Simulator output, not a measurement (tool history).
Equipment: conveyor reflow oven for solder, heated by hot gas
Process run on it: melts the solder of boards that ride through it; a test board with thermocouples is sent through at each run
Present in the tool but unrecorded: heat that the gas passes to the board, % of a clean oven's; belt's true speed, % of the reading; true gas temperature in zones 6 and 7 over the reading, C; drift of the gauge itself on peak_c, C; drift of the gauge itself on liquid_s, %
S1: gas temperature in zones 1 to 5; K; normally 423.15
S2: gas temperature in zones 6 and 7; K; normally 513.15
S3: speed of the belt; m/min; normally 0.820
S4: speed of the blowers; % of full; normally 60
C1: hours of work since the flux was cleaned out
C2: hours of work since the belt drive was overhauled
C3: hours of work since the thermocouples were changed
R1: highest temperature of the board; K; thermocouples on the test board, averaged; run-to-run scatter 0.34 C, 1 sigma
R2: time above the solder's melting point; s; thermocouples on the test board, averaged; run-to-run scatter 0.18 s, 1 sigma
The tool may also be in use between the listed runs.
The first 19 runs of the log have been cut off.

run,hour,S1,S2,S3,S4,C1,C2,C3,R1,R2
20,1072.8,423.15,514.15,0.820,60,206,814,85,497.75,51.8
21,1104.7,423.15,514.15,0.820,60,219,828,99,497.75,51.6
22,1140.2,423.15,514.15,0.820,60,234,843,114,497.55,51.7
23,1210.9,423.15,514.15,0.820,60,265,873,145,497.25,51.9
24,1249.9,423.15,524.15,0.820,81,282,890,161,509.55,56.6
25,1301.4,424.15,506.15,0.859,69,304,912,184,490.15,46.1
26,1370.0,414.15,519.15,0.719,53,333,942,213,501.75,58.2
27,1418.2,414.15,519.15,0.719,53,354,962,234,501.75,58.2
28,1473.3,423.15,514.15,0.830,60,377,986,257,494.95,50.1
# hour 1500.1: flux residue cleaned out of gas plates and filters
29,1515.1,426.15,528.15,0.807,57,6,1002,273,512.05,59.2

For run 30, what comes out?
30,1581.1,423.15,502.15,0.820,50,35,1030,301,?,?

{"run 30": {"R1": 485.65, "R2": 44.5}}
Minus the tool's unlogged condition, the same run would have read R1 486.15 K, R2 44.1 s.
